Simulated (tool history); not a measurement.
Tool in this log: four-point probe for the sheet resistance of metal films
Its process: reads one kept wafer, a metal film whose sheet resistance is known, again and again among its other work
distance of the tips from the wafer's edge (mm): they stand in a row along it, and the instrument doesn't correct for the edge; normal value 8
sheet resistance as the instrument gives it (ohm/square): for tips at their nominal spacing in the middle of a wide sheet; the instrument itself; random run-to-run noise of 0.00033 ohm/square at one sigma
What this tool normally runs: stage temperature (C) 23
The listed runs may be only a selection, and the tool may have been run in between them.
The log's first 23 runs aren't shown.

| run | hour | stage temperature (C) | distance of the tips from the wafer's edge (mm) | sheet resistance as the instrument gives it (ohm/square) |
|---|---|---|---|---|
| 24 | 980.9 | 22 | 28 | 1.640690 |
|  | 1025.0 | stage's thermometer calibrated, once more |
| 25 | 1038.1 | 34 | 56 | 1.645788 |
| 26 | 1099.1 | 20 | 11 | 1.647863 |
| 27 | 1147.1 | 19 | 7 | 1.658154 |
| 28 | 1178.7 | 19 | 7 | 1.658813 |
| 29 | 1239.6 | 29 | 17 | 1.646460 |
| 30 | 1289.3 | 23 | 12 | 1.647440 |
| 31 | 1325.8 | 34 | 4 | 1.698593 |
| 32 | 1370.5 | 29 | 39 | 1.644014 |
| 33 | 1406.4 | 26 | 70 | 1.641415 |
| 34 | 1439.9 | 25 | 31 | 1.641680 |
| 35 | 1493.4 | 25 | 21 | 1.643643 |
| 36 | 1550.0 | 25 | 21 | 1.643078 |
| 37 | 1605.8 | 22 | 14 | 1.644546 |
| 38 | 1632.3 | 22 | 14 | 1.644564 |
| 39 | 1677.8 | 30 | 17 | 1.645996 |
| 40 | 1705.7 | 30 | 17 | 1.645652 |
| 41 | 1755.9 | 30 | 17 | 1.645015 |
| 42 | 1798.8 | 25 | 9 | 1.650824 |
| 43 | 1833.9 | 34 | 55 | 1.643535 |
| 44 | 1878.9 | 24 | 46 | 1.641126 |

Alternative continuations, all from the tool just after run 44; predict every row:
| A | 1933.9 | 24 | 23 | ? |
| B | 1933.9 | 24 | 8 | ? |
| C | 1933.9 | 24 | 27 | ? |
| D | 1933.9 | 23 | 10 | ? |
| E | 1933.9 | 28 | 8 | ? |

| run | sheet resistance as the instrument gives it (ohm/square) |
|---|---|
| A | 1.642305 |
| B | 1.654098 |
| C | 1.641396 |
| D | 1.648200 |
| E | 1.655200 |
The same runs, with their run-to-run variation unchanged, on a tool lacking any hidden condition would have given:
| run | sheet resistance as the instrument gives it (ohm/square) |
|---|---|
| A | 1.654944 |
| B | 1.666820 |
| C | 1.654028 |
| D | 1.660883 |
| E | 1.667921 |
